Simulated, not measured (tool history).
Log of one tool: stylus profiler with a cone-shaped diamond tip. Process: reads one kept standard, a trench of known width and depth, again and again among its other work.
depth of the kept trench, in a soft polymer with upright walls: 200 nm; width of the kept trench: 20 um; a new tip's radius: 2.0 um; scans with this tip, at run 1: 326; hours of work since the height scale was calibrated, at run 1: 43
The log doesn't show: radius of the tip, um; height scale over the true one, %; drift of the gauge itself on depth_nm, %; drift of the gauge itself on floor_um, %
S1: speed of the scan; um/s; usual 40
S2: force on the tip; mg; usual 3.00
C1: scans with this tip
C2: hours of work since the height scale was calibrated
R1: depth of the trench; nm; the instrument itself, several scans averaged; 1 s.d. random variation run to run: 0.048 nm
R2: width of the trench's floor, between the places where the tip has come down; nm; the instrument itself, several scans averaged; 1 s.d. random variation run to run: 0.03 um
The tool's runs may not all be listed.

{"run": 1, "day": 0.0, "S1": 40, "S2": 3.0, "C1": 326, "C2": 43, "R1": 201.72, "R2": 18080}
{"run": 2, "day": 0.362, "S1": 40, "S2": 1.53, "C1": 365, "C2": 48, "R1": 201.19, "R2": 18030}
{"run": 3, "day": 0.792, "S1": 40, "S2": 1.53, "C1": 411, "C2": 54, "R1": 201.14, "R2": 18070}
{"run": 4, "day": 1.067, "S1": 40, "S2": 1.53, "C1": 440, "C2": 58, "R1": 201.13, "R2": 18070}
{"run": 5, "day": 1.558, "S1": 40, "S2": 1.53, "C1": 493, "C2": 65, "R1": 200.98, "R2": 18060}
{"run": 6, "day": 2.071, "S1": 40, "S2": 4.57, "C1": 548, "C2": 72, "R1": 202.35, "R2": 18120}
{"run": 7, "day": 2.546, "S1": 40, "S2": 4.57, "C1": 600, "C2": 79, "R1": 202.4, "R2": 18070}
{"run": 8, "day": 3.038, "S1": 40, "S2": 4.57, "C1": 653, "C2": 86, "R1": 202.31, "R2": 18090}
{"run": 9, "day": 3.521, "S1": 40, "S2": 4.57, "C1": 704, "C2": 93, "R1": 202.27, "R2": 18080}
{"run": 10, "day": 3.996, "S1": 40, "S2": 4.57, "C1": 756, "C2": 100, "R1": 202.39, "R2": 18140}
{"run": 11, "day": 4.617, "S1": 13, "S2": 3.0, "C1": 822, "C2": 108, "R1": 201.69, "R2": 18180}
{"run": 12, "day": 5.054, "S1": 40, "S2": 7.01, "C1": 869, "C2": 115, "R1": 203.07, "R2": 18220}
{"run": 13, "day": 5.496, "S1": 35, "S2": 7.01, "C1": 917, "C2": 121, "R1": 203.18, "R2": 18120}
{"run": 14, "day": 6.029, "S1": 35, "S2": 7.01, "C1": 974, "C2": 128, "R1": 203.09, "R2": 18150}
{"run": 15, "day": 6.308, "S1": 29, "S2": 1.59, "C1": 1004, "C2": 132, "R1": 201.11, "R2": 18150}
{"run": 16, "day": 6.817, "S1": 40, "S2": 4.24, "C1": 1059, "C2": 140, "R1": 202.29, "R2": 18080}
{"run": 17, "day": 7.438, "S1": 144, "S2": 6.52, "C1": 1126, "C2": 148, "R1": 203.04, "R2": 17900}
{"run": 18, "day": 7.721, "S1": 144, "S2": 6.52, "C1": 1156, "C2": 152, "R1": 202.9, "R2": 17890}
{"run": 19, "day": 8.212, "S1": 144, "S2": 6.52, "C1": 1209, "C2": 159, "R1": 202.89, "R2": 17880}
{"run": 20, "day": 8.833, "S1": 93, "S2": 3.33, "C1": 1276, "C2": 168, "R1": 201.91, "R2": 17930}
{"run": 21, "day": 9.304, "S1": 138, "S2": 3.0, "C1": 1326, "C2": 175, "R1": 201.78, "R2": 17700}
{"run": 22, "day": 9.788, "S1": 40, "S2": 1.06, "C1": 1378, "C2": 182, "R1": 200.8, "R2": 17970}
{"run": 23, "day": 10.212, "S1": 40, "S2": 1.06, "C1": 1424, "C2": 188, "R1": 200.81, "R2": 17930}
{"run": 24, "day": 10.767, "S1": 40, "S2": 3.32, "C1": 1484, "C2": 196, "R1": 201.84, "R2": 18060}
{"run": 25, "day": 11.158, "S1": 40, "S2": 3.32, "C1": 1526, "C2": 201, "R1": 201.72, "R2": 18040}
{"run": 26, "day": 11.746, "S1": 40, "S2": 6.73, "C1": 1589, "C2": 209, "R1": 202.99, "R2": 18130}
{"run": 27, "day": 12.162, "S1": 40, "S2": 6.73, "C1": 1634, "C2": 215, "R1": 203.03, "R2": 18080}

Each row is a separate what-if for the run after 27, all from the same tool condition, not one after another. Results?
{"run": "A", "day": 12.796, "S1": 56, "S2": 2.1, "C1": 1702, "C2": 224, "R1": "?", "R2": "?"}
{"run": "B", "day": 12.796, "S1": 101, "S2": 3.0, "C1": 1702, "C2": 224, "R1": "?", "R2": "?"}
{"run": "C", "day": 12.796, "S1": 80, "S2": 2.96, "C1": 1702, "C2": 224, "R1": "?", "R2": "?"}
{"run": "D", "day": 12.796, "S1": 57, "S2": 2.5, "C1": 1702, "C2": 224, "R1": "?", "R2": "?"}

run=A R1=201.26 R2=18000
run=B R1=201.72 R2=17860
run=C R1=201.72 R2=17890
run=D R1=201.52 R2=17980
What these runs would have given with no unlogged condition in the tool:
run=A R1=201.34 R2=18060
run=B R1=201.79 R2=17920
run=C R1=201.80 R2=17950
run=D R1=201.59 R2=18040
